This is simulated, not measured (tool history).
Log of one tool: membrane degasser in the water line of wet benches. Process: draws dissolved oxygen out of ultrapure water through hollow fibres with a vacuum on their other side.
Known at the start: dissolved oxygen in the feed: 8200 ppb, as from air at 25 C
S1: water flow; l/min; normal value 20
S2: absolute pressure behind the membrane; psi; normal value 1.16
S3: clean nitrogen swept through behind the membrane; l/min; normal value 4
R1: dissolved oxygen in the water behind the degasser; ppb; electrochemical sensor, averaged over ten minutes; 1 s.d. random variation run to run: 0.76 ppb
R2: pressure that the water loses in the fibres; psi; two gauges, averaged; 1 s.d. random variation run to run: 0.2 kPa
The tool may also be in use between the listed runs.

{"run": 1, "hour": 0.0, "S1": 20, "S2": 1.16, "S3": 4, "R1": 71.1, "R2": 6.599}
{"run": 2, "hour": 111.7, "S1": 20, "S2": 1.16, "S3": 4, "R1": 71.3, "R2": 6.672}
{"run": 3, "hour": 198.8, "S1": 20, "S2": 2.157, "S3": 4, "R1": 149.6, "R2": 6.595}
{"run": 4, "hour": 346.7, "S1": 20, "S2": 2.157, "S3": 4, "R1": 149.7, "R2": 6.682}
{"run": 5, "hour": 530.7, "S1": 20, "S2": 2.157, "S3": 4, "R1": 148.6, "R2": 6.659}
{"run": 6, "hour": 664.2, "S1": 13, "S2": 1.16, "S3": 4, "R1": 40, "R2": 4.337}
{"run": 7, "hour": 812.4, "S1": 13, "S2": 1.16, "S3": 4, "R1": 40.3, "R2": 4.36}
{"run": 8, "hour": 916.0, "S1": 28, "S2": 1.16, "S3": 4, "R1": 123.8, "R2": 9.309}
{"run": 9, "hour": 1094.2, "S1": 28, "S2": 1.16, "S3": 4, "R1": 122.2, "R2": 9.336}
{"run": 10, "hour": 1264.7, "S1": 28, "S2": 1.16, "S3": 4, "R1": 122.5, "R2": 9.329}
{"run": 11, "hour": 1402.0, "S1": 20, "S2": 2.574, "S3": 8.58, "R1": 95.7, "R2": 6.702}
{"run": 12, "hour": 1581.8, "S1": 16, "S2": 1.45, "S3": 10.16, "R1": 31, "R2": 5.358}
{"run": 13, "hour": 1705.6, "S1": 20, "S2": 2.382, "S3": 3.76, "R1": 178.3, "R2": 6.667}

Here are 4 independent what-if runs from the current tool condition. What would each one return?
{"run": "A", "hour": 1799.1, "S1": 20, "S2": 1.16, "S3": 9.79, "R1": "?", "R2": "?"}
{"run": "B", "hour": 1799.1, "S1": 14, "S2": 2.798, "S3": 7.11, "R1": "?", "R2": "?"}
{"run": "C", "hour": 1799.1, "S1": 20, "S2": 1.43, "S3": 7.01, "R1": "?", "R2": "?"}
{"run": "D", "hour": 1799.1, "S1": 30, "S2": 0.819, "S3": 9.61, "R1": "?", "R2": "?"}

run=A R1=37.4 R2=6.68
run=B R1=79.1 R2=4.721
run=C R1=58.3 R2=6.649
run=D R1=73.1 R2=10.026
With the hidden condition removed and each run's random variation left untouched, the same runs would have given:
run=A R1=37.3 R2=6.676
run=B R1=79.1 R2=4.718
run=C R1=58.2 R2=6.644
run=D R1=72.9 R2=10.021
